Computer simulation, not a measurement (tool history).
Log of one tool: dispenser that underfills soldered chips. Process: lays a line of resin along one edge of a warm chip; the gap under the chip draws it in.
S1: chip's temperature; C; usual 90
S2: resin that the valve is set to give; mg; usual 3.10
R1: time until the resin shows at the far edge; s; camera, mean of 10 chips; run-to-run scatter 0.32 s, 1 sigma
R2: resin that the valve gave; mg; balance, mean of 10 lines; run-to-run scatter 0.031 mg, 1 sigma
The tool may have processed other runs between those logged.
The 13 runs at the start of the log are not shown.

run,hour,S1,S2,R1,R2
# hour 136.9: new syringe of resin
14,143.1,90,3.10,10.4,2.95
# hour 148.2: new syringe of resin
15,155.6,90,3.10,10.3,2.94
# hour 159.9: new syringe of resin
16,169.2,90,3.10,10.8,2.90
# hour 171.5: new syringe of resin
# hour 182.9: new syringe of resin
# hour 184.7: stage's temperature calibrated
17,184.9,90,3.10,10.8,2.87
18,194.0,98,2.96,9.5,2.77
# hour 195.3: new syringe of resin
# hour 207.1: new syringe of resin
19,207.2,75,2.91,19.8,2.67
20,213.5,98,3.54,8.1,3.25
# hour 218.4: new syringe of resin
21,224.6,91,3.10,11.3,2.81
# hour 230.6: new syringe of resin
22,234.4,101,2.77,7.9,2.50
# hour 242.3: new syringe of resin
23,242.3,92,2.93,9.7,2.65
24,253.0,92,2.93,12.2,2.59
# hour 254.3: new syringe of resin
25,261.3,97,3.10,9.5,2.76
# hour 265.8: new syringe of resin
26,272.5,75,3.31,22.2,2.95
# hour 276.7: dispensing valve cleaned and set on the balance
# hour 279.0: new syringe of resin
27,280.2,81,3.46,14.2,3.52
# hour 290.6: new syringe of resin
28,293.8,80,3.36,15.4,3.36
# hour 302.2: new syringe of resin
29,304.9,80,3.36,15.9,3.30
30,311.7,80,3.36,18.5,3.34

Alternative continuations, all from the tool just after run 30; predict every row:
# hour 314.7: new syringe of resin
A,318.1,86,2.98,?,?
# hour 314.7: new syringe of resin
B,318.1,79,3.64,?,?
# hour 314.7: new syringe of resin
C,318.1,90,3.57,?,?
# hour 314.7: new syringe of resin
D,318.1,99,3.06,?,?

run,R1,R2
A,13.1,2.93
B,16.3,3.53
C,10.3,3.44
D,8.0,3.05
Had the tool no hidden state, the same runs would have come out as:
run,R1,R2
A,12.0,2.99
B,15.0,3.61
C,9.4,3.51
D,7.3,3.11
